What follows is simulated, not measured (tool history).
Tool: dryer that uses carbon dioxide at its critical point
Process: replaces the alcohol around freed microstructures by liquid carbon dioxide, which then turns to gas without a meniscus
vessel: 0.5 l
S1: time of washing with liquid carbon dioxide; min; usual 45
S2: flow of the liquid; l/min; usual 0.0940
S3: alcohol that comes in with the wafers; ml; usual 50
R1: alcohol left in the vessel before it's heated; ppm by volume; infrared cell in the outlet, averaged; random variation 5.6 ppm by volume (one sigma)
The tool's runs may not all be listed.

{"run": 1, "hour": 0.0, "S1": 45, "S2": 0.094, "S3": 50, "R1": 275}
{"run": 2, "hour": 40.5, "S1": 45, "S2": 0.094, "S3": 50, "R1": 284}
{"run": 3, "hour": 78.8, "S1": 45, "S2": 0.0609, "S3": 50, "R1": 2073}
{"run": 4, "hour": 115.0, "S1": 45, "S2": 0.094, "S3": 50, "R1": 351}
{"run": 5, "hour": 149.7, "S1": 45, "S2": 0.1029, "S3": 50, "R1": 243}
{"run": 6, "hour": 185.9, "S1": 45, "S2": 0.094, "S3": 102, "R1": 669}
{"run": 7, "hour": 206.6, "S1": 45, "S2": 0.094, "S3": 25, "R1": 270}
{"run": 8, "hour": 225.2, "S1": 45, "S2": 0.094, "S3": 25, "R1": 272}
{"run": 9, "hour": 246.9, "S1": 45, "S2": 0.094, "S3": 46, "R1": 437}
{"run": 10, "hour": 286.6, "S1": 45, "S2": 0.094, "S3": 46, "R1": 465}
{"run": 11, "hour": 325.5, "S1": 45, "S2": 0.094, "S3": 46, "R1": 489}
{"run": 12, "hour": 365.2, "S1": 45, "S2": 0.094, "S3": 104, "R1": 1047}
{"run": 13, "hour": 401.8, "S1": 45, "S2": 0.0881, "S3": 111, "R1": 1598}
{"hour": 418.9, "done": "inlet filter changed"}
{"run": 14, "hour": 420.3, "S1": 45, "S2": 0.1254, "S3": 50, "R1": 162}
{"run": 15, "hour": 453.8, "S1": 39, "S2": 0.1079, "S3": 49, "R1": 337}

The next listed run, before its measurement:
{"run": 16, "hour": 491.6, "S1": 53, "S2": 0.1433, "S3": 25, "R1": "?"}

R1: 160 ppm by volume
Without the tool's hidden state the same run would have given R1 15 ppm by volume.
